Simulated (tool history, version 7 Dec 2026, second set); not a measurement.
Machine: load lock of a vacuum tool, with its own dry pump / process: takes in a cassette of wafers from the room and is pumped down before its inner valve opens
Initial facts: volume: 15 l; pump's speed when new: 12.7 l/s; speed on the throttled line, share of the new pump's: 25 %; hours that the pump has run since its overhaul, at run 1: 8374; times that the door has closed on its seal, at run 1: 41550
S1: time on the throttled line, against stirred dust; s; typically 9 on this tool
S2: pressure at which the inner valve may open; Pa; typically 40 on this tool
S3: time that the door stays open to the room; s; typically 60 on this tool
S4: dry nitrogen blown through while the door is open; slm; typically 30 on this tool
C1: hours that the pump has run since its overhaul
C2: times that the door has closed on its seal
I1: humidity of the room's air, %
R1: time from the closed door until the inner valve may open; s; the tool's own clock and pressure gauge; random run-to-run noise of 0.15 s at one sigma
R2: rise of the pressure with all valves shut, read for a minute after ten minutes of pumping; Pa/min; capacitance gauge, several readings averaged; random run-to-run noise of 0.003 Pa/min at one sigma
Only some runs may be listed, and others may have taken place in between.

run	day	S1	S2	S3	S4	C1	C2	I1	R1	R2
1	0.000	9	40	60	30	8374	41550	43.5	16.6	0.253
2	11.796	9	40	60	30	8657	42233	45.4	16.7	0.267
3	18.658	9	40	60	30	8821	42631	45.0	16.7	0.271
4	29.362	9	40	60	30	9078	43251	46.7	16.6	0.272
5	37.433	9	40	60	30	9272	43719	43.7	16.7	0.263
6	45.425	9	40	60	30	9464	44182	47.8	16.8	0.277
7	54.271	9	40	60	30	9676	44694	44.3	16.8	0.287
8	65.817	9	40	60	30	9953	45363	42.2	16.9	0.288
9	75.358	9	40	60	30	10182	45916	43.1	16.9	0.301
10	83.354	9	40	60	30	10374	46379	42.1	16.5	0.305
11	89.458	7	40	60	30	10520	46733	45.0	15.5	0.302
12	99.642	9	40	60	30	10765	47323	44.9	16.9	0.308
13	108.321	9	31	60	30	10973	47826	42.9	17.3	0.325
14	114.238	9	31	60	30	11115	48168	45.6	17.5	0.324
15	126.692	9	66	60	30	11414	48890	46.2	16.4	0.324
16	136.429	9	54	60	30	11648	49454	43.8	16.9	0.338
17	142.579	7	31	60	8	11795	49810	42.6	16.3	0.347
18	149.529	7	31	60	8	11962	50213	44.1	15.8	0.348
19	161.250	12	47	203	5	12244	50892	48.3	18.8	0.389
20	169.946	12	47	203	5	12452	51396	42.9	19.1	0.389
21	178.458	7	40	60	14	12657	51889	47.1	15.6	0.371
22	189.304	9	40	60	30	12917	52518	43.9	17.2	0.360
23	196.079	9	63	60	30	13079	52910	45.2	16.6	0.371
24	206.642	9	63	60	30	13333	53522	46.5	16.3	0.379

Predict each of these 3 candidate next runs independently; none follows another, all start after run 24:
A	216.175	9	55	60	22	13562	54075	49.4	?	?
B	216.175	9	63	39	8	13562	54075	45.1	?	?
C	216.175	7	40	60	10	13562	54075	45.0	?	?

run	R1	R2
A	16.8	0.385
B	16.6	0.392
C	16.0	0.392
Had the tool no hidden state, the same runs would have come out as:
run	R1	R2
A	15.7	0.027
B	15.5	0.030
C	14.8	0.032

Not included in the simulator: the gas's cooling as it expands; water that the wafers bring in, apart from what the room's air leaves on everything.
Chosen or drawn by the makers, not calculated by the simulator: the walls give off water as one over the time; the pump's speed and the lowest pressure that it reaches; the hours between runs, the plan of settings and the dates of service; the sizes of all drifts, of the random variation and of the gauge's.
